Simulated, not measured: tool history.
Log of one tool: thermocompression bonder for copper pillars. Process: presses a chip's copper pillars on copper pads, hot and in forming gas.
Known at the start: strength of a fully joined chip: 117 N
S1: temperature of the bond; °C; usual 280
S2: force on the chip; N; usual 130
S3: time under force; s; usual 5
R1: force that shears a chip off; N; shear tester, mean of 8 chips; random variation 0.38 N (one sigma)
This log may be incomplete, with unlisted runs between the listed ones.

run	hour	S1	S2	S3	R1
1	0.0	280	130	5	67.8
# hour 24.0: forming gas filter changed
2	27.9	256	130	5	48.2
3	70.2	256	130	5	48.6
4	109.7	256	130	5	48.3
5	165.2	256	130	5	47.3
6	216.8	256	130	5	47.2
# hour 269.4: heater calibrated with a thermocouple chip
7	279.4	256	130	5	47.4
8	339.0	280	130	6	70.2
9	381.3	280	130	5	65.9
10	433.5	280	130	5	65.5
# hour 464.0: forming gas filter changed
11	486.4	280	158	5	70.5
# hour 517.6: gauge calibrated
12	534.7	280	158	5	72.8
13	564.0	280	158	5	73.6
14	608.0	258	130	5	49.4
15	633.4	258	130	5	49.5
16	691.1	258	130	5	49.1
17	718.9	280	130	3	56.4
18	768.1	280	130	3	56.5
19	811.1	280	130	3	56.3
20	866.0	280	130	3	55.2
21	892.4	288	130	4	67.7
# hour 904.4: forming gas filter changed
22	938.7	288	130	4	68.2
# hour 953.0: heater calibrated with a thermocouple chip
23	997.6	305	84	3	63.1
24	1039.9	258	130	5	48.4
25	1064.7	280	130	9	77.7
26	1124.2	285	153	12	91.3
27	1165.7	296	130	13	95.7
28	1191.1	296	130	13	94.8
29	1241.0	296	130	13	95.0
30	1267.5	288	130	12	88.4
31	1311.6	253	130	5	44.0
# hour 1344.7: forming gas filter changed
32	1357.9	253	130	5	44.1
33	1388.9	253	130	5	43.3
34	1431.3	280	110	12	77.5
# hour 1461.9: force cell calibrated
35	1476.4	280	110	12	77.0
36	1517.0	280	83	3	44.0
37	1560.6	280	83	3	43.6
38	1600.4	280	83	5	53.0

Subtracting, for every run, the result it would have given without the tool's unlogged condition from the measured result gives the following. The same run-to-run variation enters both numbers; the gauge's scatter may not:
Hidden conditions of the tool in this case: true temperature of the bond over the reading, C; force that reaches the chip, % of what is set; oxide that the forming gas leaves, % of the face; drift of the gauge itself on shear_n, %.
run	R1
1	-0.1
2	+0.0
3	-0.1
4	-0.2
5	-0.4
6	-0.6
7	-0.8
8	-1.4
9	-1.6
10	-1.7
11	-1.9
12	-0.1
13	-0.2
14	-0.2
15	-0.3
16	-0.5
17	-0.7
18	-0.8
19	-1.0
20	-1.2
21	-1.5
22	-1.5
23	-1.8
24	-1.5
25	-2.6
26	-3.3
27	-3.7
28	-3.8
29	-4.1
30	-4.0
31	-2.1
32	-2.1
33	-2.2
34	-4.1
35	-4.2
36	-2.5
37	-2.6
38	-3.3
